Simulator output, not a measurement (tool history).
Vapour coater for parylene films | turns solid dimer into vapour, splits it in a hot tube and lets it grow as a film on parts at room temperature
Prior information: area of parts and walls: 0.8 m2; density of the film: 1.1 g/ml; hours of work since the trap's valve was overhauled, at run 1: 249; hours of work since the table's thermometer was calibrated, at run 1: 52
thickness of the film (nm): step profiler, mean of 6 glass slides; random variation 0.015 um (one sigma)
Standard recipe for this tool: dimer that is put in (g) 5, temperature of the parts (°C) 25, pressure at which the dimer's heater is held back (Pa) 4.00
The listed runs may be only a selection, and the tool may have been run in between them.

run,hour,dimer that is put in (g),temperature of the parts (°C),pressure at which the dimer's heater is held back (Pa),hours of work since the trap's valve was overhauled,hours of work since the table's thermometer was calibrated,thickness of the film (nm)
1,0.0,5,25,4.00,249,52,3260
2,30.2,5,25,4.00,276,78,3280
3,56.3,5,25,2.40,299,101,3330
4,74.6,5,19,4.00,315,118,4210
5,108.3,5,19,4.00,345,147,4220
6,133.9,5,19,4.00,368,170,4220
7,157.5,5,25,4.00,388,191,3270
8,182.0,5,25,4.00,410,212,3230
9,207.4,5,25,4.00,432,235,3270
10,237.0,8,36,10.55,459,261,3080

The next listed run, before its measurement:
# hour 254.0: trap's valve overhauled
11,256.2,8,36,10.55,2,274,?

thickness of the film (nm): 3100
Without the tool's hidden state the same run would have given thickness of the film (nm) 3100.
